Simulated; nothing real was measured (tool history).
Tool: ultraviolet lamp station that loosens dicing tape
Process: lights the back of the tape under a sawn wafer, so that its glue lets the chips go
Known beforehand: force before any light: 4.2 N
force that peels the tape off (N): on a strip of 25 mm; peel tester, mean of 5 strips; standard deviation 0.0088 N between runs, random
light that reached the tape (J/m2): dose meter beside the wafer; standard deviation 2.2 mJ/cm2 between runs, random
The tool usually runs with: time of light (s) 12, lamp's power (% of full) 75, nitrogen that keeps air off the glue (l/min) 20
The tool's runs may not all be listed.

run   hour  time of light (s)  lamp's power (% of full)  nitrogen that keeps air off the glue (l/min)  force that peels the tape off (N)  light that reached the tape (J/m2)
  1      0                 12                        75                                            20                              0.401                                1820
  2    4.9                 12                        75                                            20                              0.398                                1830
  3    9.9                 12                        90                                            20                              0.312                                2210
  4   15.7                 12                        75                                            31                              0.338                                1820
  5   20.1                 12                        75                                            31                              0.351                                1870
  6   25.1                 21                        75                                            20                              0.201                                3200
  7   35.5                 21                        75                                            10                              0.242                                3170
  8   42.9                 12                        68                                            20                              0.503                                1700
  9   52.5                 12                        68                                            20                              0.473                                1640
 10   62.3                 15                        61                                            19                              0.401                                1840
 11   72.2                 17                        69                                            28                              0.256                                2360
 12   76.7                  8                        82                                            21                              0.653                                1370
 13     87                 12                        75                                            23                              0.386                                1770
 14   92.5                 18                        78                                            11                               0.28                                2820
 15   97.1                 18                        78                                            11                              0.271                                2880
 16  103.3                 16                        78                                            11                              0.331                                2510
 17  113.5                 21                        75                                            11                              0.237                                3150
 18  121.7                 19                        87                                            11                              0.228                                3260

5 ways to go on from here, each from the tool as it stands after run 18. What would each give?
  A  130.3                 19                        70                                            25                                  ?                                   ?
  B  130.3                 14                        68                                            20                                  ?                                   ?
  C  130.3                 19                        83                                            11                                  ?                                   ?
  D  130.3                 14                        75                                            26                                  ?                                   ?
  E  130.3                 12                        75                                            36                                  ?                                   ?

run  force that peels the tape off (N)  light that reached the tape (J/m2)
  A                              0.222                                2650
  B                              0.378                                1900
  C                               0.26                                3140
  D                              0.302                                2070
  E                              0.334                                1800
What these runs would have given with no unlogged condition in the tool:
run  force that peels the tape off (N)  light that reached the tape (J/m2)
  A                              0.203                                2910
  B                              0.326                                2090
  C                              0.237                                3450
  D                              0.265                                2270
  E                              0.289                                1970
